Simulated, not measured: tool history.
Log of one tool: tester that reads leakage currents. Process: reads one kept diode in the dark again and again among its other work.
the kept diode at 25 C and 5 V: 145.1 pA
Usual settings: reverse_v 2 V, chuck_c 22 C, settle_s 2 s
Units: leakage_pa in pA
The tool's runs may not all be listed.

run 1 day=0 | reverse_v=2 chuck_c=22 settle_s=2 | leakage_pa=72.12
run 2 day=2.992 | reverse_v=2 chuck_c=22 settle_s=2 | leakage_pa=72.15
run 3 day=5.788 | reverse_v=2 chuck_c=22 settle_s=2 | leakage_pa=72.07
run 4 day=8.35 | reverse_v=2 chuck_c=22 settle_s=2 | leakage_pa=72.51
run 5 day=11.233 | reverse_v=2 chuck_c=22 settle_s=2 | leakage_pa=72.61
run 6 day=14.775 | reverse_v=2 chuck_c=22 settle_s=2 | leakage_pa=71.95
run 7 day=16.604 | reverse_v=2 chuck_c=22 settle_s=8.3 | leakage_pa=72.72
run 8 day=19.992 | reverse_v=2 chuck_c=22 settle_s=2 | leakage_pa=72.45
-- day=20.767 probe card cleaned and baked
run 9 day=23.179 | reverse_v=2 chuck_c=22 settle_s=2 | leakage_pa=71.79
run 10 day=24.975 | reverse_v=2 chuck_c=22 settle_s=2 | leakage_pa=71.6
run 11 day=26.867 | reverse_v=2 chuck_c=22 settle_s=2 | leakage_pa=72.12
run 12 day=30.446 | reverse_v=2 chuck_c=22 settle_s=2 | leakage_pa=71.43
run 13 day=34.388 | reverse_v=2 chuck_c=22 settle_s=2 | leakage_pa=72.12
run 14 day=38.188 | reverse_v=2 chuck_c=22 settle_s=2 | leakage_pa=72.31
run 15 day=39.862 | reverse_v=2 chuck_c=22 settle_s=0.43 | leakage_pa=72.9
run 16 day=43.867 | reverse_v=2 chuck_c=22 settle_s=2 | leakage_pa=72.53
run 17 day=47.179 | reverse_v=2 chuck_c=35 settle_s=2 | leakage_pa=198.25
run 18 day=50.308 | reverse_v=2 chuck_c=35 settle_s=2 | leakage_pa=197.62
run 19 day=51.967 | reverse_v=2.44 chuck_c=57 settle_s=6.21 | leakage_pa=1009.23
run 20 day=53.788 | reverse_v=9.74 chuck_c=57 settle_s=6.21 | leakage_pa=2103.85
run 21 day=55.992 | reverse_v=1.77 chuck_c=22 settle_s=2.63 | leakage_pa=67.82
run 22 day=58.762 | reverse_v=7.47 chuck_c=54 settle_s=3.78 | leakage_pa=1511.88
run 23 day=61.892 | reverse_v=2 chuck_c=22 settle_s=0.37 | leakage_pa=73.68
run 24 day=65.629 | reverse_v=6.75 chuck_c=28 settle_s=2.67 | leakage_pa=225.79
run 25 day=68.938 | reverse_v=14.29 chuck_c=22 settle_s=2 | leakage_pa=211.18
run 26 day=71.038 | reverse_v=13.11 chuck_c=22 settle_s=2 | leakage_pa=201.7
run 27 day=74.621 | reverse_v=13.11 chuck_c=22 settle_s=2 | leakage_pa=202.69
run 28 day=77.417 | reverse_v=4.68 chuck_c=22 settle_s=0.7 | leakage_pa=116.56
run 29 day=80.788 | reverse_v=3.43 chuck_c=55 settle_s=1.01 | leakage_pa=1073.05
run 30 day=84.329 | reverse_v=3.43 chuck_c=55 settle_s=1.01 | leakage_pa=1067.08
-- day=86.846 chuck's temperature calibrated
run 31 day=87.904 | reverse_v=2 chuck_c=22 settle_s=8.86 | leakage_pa=70.61
run 32 day=89.733 | reverse_v=2 chuck_c=22 settle_s=8.86 | leakage_pa=70.31
run 33 day=91.654 | reverse_v=2 chuck_c=22 settle_s=8.86 | leakage_pa=70.75

4 ways to go on from here, each from the tool as it stands after run 33. What would each give?
run A day=94.938 | reverse_v=15.22 chuck_c=21 settle_s=8.86 | leakage_pa=?
run B day=94.938 | reverse_v=3.3 chuck_c=23 settle_s=8.86 | leakage_pa=?
run C day=94.938 | reverse_v=2 chuck_c=32 settle_s=0.35 | leakage_pa=?
run D day=94.938 | reverse_v=6.84 chuck_c=46 settle_s=1.35 | leakage_pa=?

run=A leakage_pa=196.74
run=B leakage_pa=101.37
run=C leakage_pa=156.11
run=D leakage_pa=825.23
Without the tool's hidden state the same runs would have given:
run=A leakage_pa=191.16
run=B leakage_pa=100.07
run=C leakage_pa=155.26
run=D leakage_pa=822.44

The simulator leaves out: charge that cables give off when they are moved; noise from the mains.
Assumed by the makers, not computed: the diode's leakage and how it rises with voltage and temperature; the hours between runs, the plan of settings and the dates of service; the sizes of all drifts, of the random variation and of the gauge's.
